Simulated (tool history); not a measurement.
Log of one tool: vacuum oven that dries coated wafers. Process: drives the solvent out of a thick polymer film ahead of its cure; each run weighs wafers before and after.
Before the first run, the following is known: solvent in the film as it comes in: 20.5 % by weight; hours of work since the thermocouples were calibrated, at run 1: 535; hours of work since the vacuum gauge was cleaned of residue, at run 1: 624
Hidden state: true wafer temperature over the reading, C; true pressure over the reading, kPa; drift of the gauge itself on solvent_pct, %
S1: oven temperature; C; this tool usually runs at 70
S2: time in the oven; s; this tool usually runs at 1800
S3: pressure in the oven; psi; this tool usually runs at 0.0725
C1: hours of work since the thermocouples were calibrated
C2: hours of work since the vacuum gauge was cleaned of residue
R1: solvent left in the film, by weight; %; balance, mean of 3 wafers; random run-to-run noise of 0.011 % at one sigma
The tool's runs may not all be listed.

Run 1, day 0: usual settings; C1 535; C2 624. Result: R1 1.03 %.
Run 2, day 0.508: usual settings; C1 544; C2 633. Result: R1 1.05 %.
Run 3, day 1.304: usual settings but S3 0.1749 psi; C1 558; C2 647. Result: R1 1.32 %.
Run 4, day 1.929: usual settings but S3 0.0371 psi; C1 569; C2 658. Result: R1 0.93 %.
Run 5, day 2.871: usual settings but S2 1200 s; C1 585; C2 674. Result: R1 2.38 %.
Run 6, day 3.65: usual settings but S3 0.0863 psi; C1 599; C2 688. Result: R1 1.06 %.
Run 7, day 4.588: usual settings; C1 615; C2 704. Result: R1 1.03 %.
Run 8, day 5.171: usual settings; C1 625; C2 714. Result: R1 1.03 %.
Run 9, day 5.592: usual settings but S1 83 C; C1 633; C2 722. Result: R1 0.18 %.
Run 10, day 6.529: usual settings but S1 83 C; C1 649; C2 738. Result: R1 0.15 %.
Run 11, day 7.017: usual settings but S1 83 C; C1 658; C2 746. Result: R1 0.18 %.
Run 12, day 7.783: usual settings but S1 57 C, S3 0.0782 psi; C1 671; C2 760. Result: R1 5.04 %.
Run 13, day 8.667: usual settings but S1 71 C, S3 0.0782 psi; C1 686; C2 775. Result: R1 0.9 %.
At day 8.808: vacuum gauge cleaned of residue and calibrated.
Run 14, day 9.467: usual settings but S1 66 C, S2 900 s, S3 0.1366 psi; C1 699; C2 11. Result: R1 5.52 %.

Forecast run 15:
Run 15, day 10.246: usual settings but S1 75 C; C1 713; C2 25. Result: R1 ?.

R1: 0.48 %
Were there no unlogged condition in the tool, this run, its random variation unchanged, would have produced R1 0.5 %.
